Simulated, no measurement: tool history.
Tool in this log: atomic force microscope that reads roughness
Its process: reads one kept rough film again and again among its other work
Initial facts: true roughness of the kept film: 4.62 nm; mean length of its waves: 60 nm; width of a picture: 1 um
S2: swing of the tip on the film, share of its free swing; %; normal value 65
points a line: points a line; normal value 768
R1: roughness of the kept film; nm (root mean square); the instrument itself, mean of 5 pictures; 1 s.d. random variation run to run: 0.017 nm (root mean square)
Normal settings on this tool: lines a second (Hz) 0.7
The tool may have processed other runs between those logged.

run 1 hour=0 | lines_a_second_(Hz)=0.7 S2=65 points_a_line=768 | R1=3.829
-- hour=6.2 new tip fitted
run 2 hour=16.2 | lines_a_second_(Hz)=0.7 S2=65 points_a_line=768 | R1=4.217
run 3 hour=24.6 | lines_a_second_(Hz)=0.7 S2=65 points_a_line=768 | R1=4.149
run 4 hour=41.9 | lines_a_second_(Hz)=0.7 S2=65 points_a_line=768 | R1=4.169
run 5 hour=60.3 | lines_a_second_(Hz)=0.7 S2=65 points_a_line=768 | R1=4.118
run 6 hour=70.3 | lines_a_second_(Hz)=0.7 S2=65 points_a_line=768 | R1=4.103
run 7 hour=89.8 | lines_a_second_(Hz)=3.574 S2=72 points_a_line=527 | R1=3.349
run 8 hour=107.5 | lines_a_second_(Hz)=1.131 S2=72 points_a_line=795 | R1=3.867
run 9 hour=124.8 | lines_a_second_(Hz)=0.694 S2=68 points_a_line=503 | R1=3.997
run 10 hour=133.3 | lines_a_second_(Hz)=0.694 S2=68 points_a_line=503 | R1=3.969
run 11 hour=152.5 | lines_a_second_(Hz)=0.7 S2=88 points_a_line=452 | R1=3.689
run 12 hour=165.7 | lines_a_second_(Hz)=1.776 S2=65 points_a_line=579 | R1=3.773

3 ways to go on from here, each from the tool as it stands after run 12. What would each give?
run A hour=175.3 | lines_a_second_(Hz)=1.751 S2=89 points_a_line=768 | R1=?
run B hour=175.3 | lines_a_second_(Hz)=1.433 S2=65 points_a_line=579 | R1=?
run C hour=175.3 | lines_a_second_(Hz)=0.7 S2=82 points_a_line=768 | R1=?

run=A R1=3.179
run=B R1=3.804
run=C R1=3.724
Take away the tool's hidden state, keep each run's random variation, and the runs would have read:
run=A R1=3.451
run=B R1=4.13
run=C R1=4.043

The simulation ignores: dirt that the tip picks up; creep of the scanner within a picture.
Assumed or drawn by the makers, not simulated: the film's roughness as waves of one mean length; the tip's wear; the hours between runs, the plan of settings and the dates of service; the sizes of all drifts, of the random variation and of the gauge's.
